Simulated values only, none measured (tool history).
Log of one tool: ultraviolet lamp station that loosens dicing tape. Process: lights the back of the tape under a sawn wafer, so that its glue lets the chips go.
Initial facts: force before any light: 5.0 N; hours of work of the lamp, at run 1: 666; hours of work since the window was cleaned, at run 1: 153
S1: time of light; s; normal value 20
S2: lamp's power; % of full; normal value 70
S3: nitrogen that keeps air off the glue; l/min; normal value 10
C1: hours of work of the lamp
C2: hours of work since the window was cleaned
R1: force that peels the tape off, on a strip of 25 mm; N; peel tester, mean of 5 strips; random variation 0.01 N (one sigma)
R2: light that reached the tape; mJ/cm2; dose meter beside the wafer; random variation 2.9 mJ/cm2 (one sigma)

run 1 day=0 | S1=20 S2=70 S3=10 | C1=666 C2=153 | R1=0.606 R2=353
run 2 day=0.988 | S1=11 S2=70 S3=10 | C1=680 C2=167 | R1=1.466 R2=195
run 3 day=1.825 | S1=11 S2=70 S3=10 | C1=692 C2=179 | R1=1.525 R2=192
run 4 day=2.625 | S1=11 S2=70 S3=10 | C1=704 C2=190 | R1=1.587 R2=191
run 5 day=3.275 | S1=11 S2=70 S3=10 | C1=713 C2=200 | R1=1.511 R2=189
run 6 day=4.629 | S1=11 S2=70 S3=10 | C1=733 C2=219 | R1=1.608 R2=191
-- day=4.979 window cleaned of glue's vapour
run 7 day=5.675 | S1=11 S2=70 S3=10 | C1=747 C2=10 | R1=1.67 R2=184
run 8 day=7.021 | S1=11 S2=70 S3=8 | C1=767 C2=29 | R1=1.789 R2=181
run 9 day=8.521 | S1=32 S2=70 S3=10 | C1=788 C2=51 | R1=0.268 R2=520
run 10 day=9.992 | S1=32 S2=70 S3=10 | C1=809 C2=72 | R1=0.273 R2=518
-- day=11.008 window cleaned of glue's vapour, once more
run 11 day=11.417 | S1=17 S2=70 S3=11 | C1=829 C2=6 | R1=0.768 R2=301
run 12 day=12.429 | S1=38 S2=69 S3=5 | C1=844 C2=20 | R1=0.306 R2=662
run 13 day=13.225 | S1=38 S2=69 S3=5 | C1=855 C2=32 | R1=0.31 R2=663
run 14 day=13.946 | S1=38 S2=69 S3=5 | C1=866 C2=42 | R1=0.306 R2=654
run 15 day=15.071 | S1=15 S2=69 S3=12 | C1=882 C2=58 | R1=0.919 R2=256
run 16 day=16.579 | S1=33 S2=90 S3=10 | C1=903 C2=80 | R1=0.153 R2=728
run 17 day=17.358 | S1=37 S2=78 S3=10 | C1=914 C2=91 | R1=0.15 R2=710
run 18 day=18.021 | S1=19 S2=100 S3=6 | C1=924 C2=100 | R1=0.556 R2=463
run 19 day=18.8 | S1=20 S2=81 S3=10 | C1=935 C2=112 | R1=0.492 R2=398
run 20 day=19.904 | S1=20 S2=81 S3=10 | C1=951 C2=127 | R1=0.507 R2=393

Forecast each of these 4 alternatives for the next run:
run A day=20.804 | S1=27 S2=85 S3=15 | C1=964 C2=140 | R1=? R2=?
run B day=20.804 | S1=34 S2=75 S3=9 | C1=964 C2=140 | R1=? R2=?
run C day=20.804 | S1=20 S2=81 S3=12 | C1=964 C2=140 | R1=? R2=?
run D day=20.804 | S1=37 S2=70 S3=10 | C1=964 C2=140 | R1=? R2=?

run=A R1=0.189 R2=551
run=B R1=0.213 R2=614
run=C R1=0.415 R2=386
run=D R1=0.187 R2=623
Without the tool's hidden state the same runs would have given:
run=A R1=0.139 R2=680
run=B R1=0.148 R2=758
run=C R1=0.264 R2=477
run=D R1=0.133 R2=770
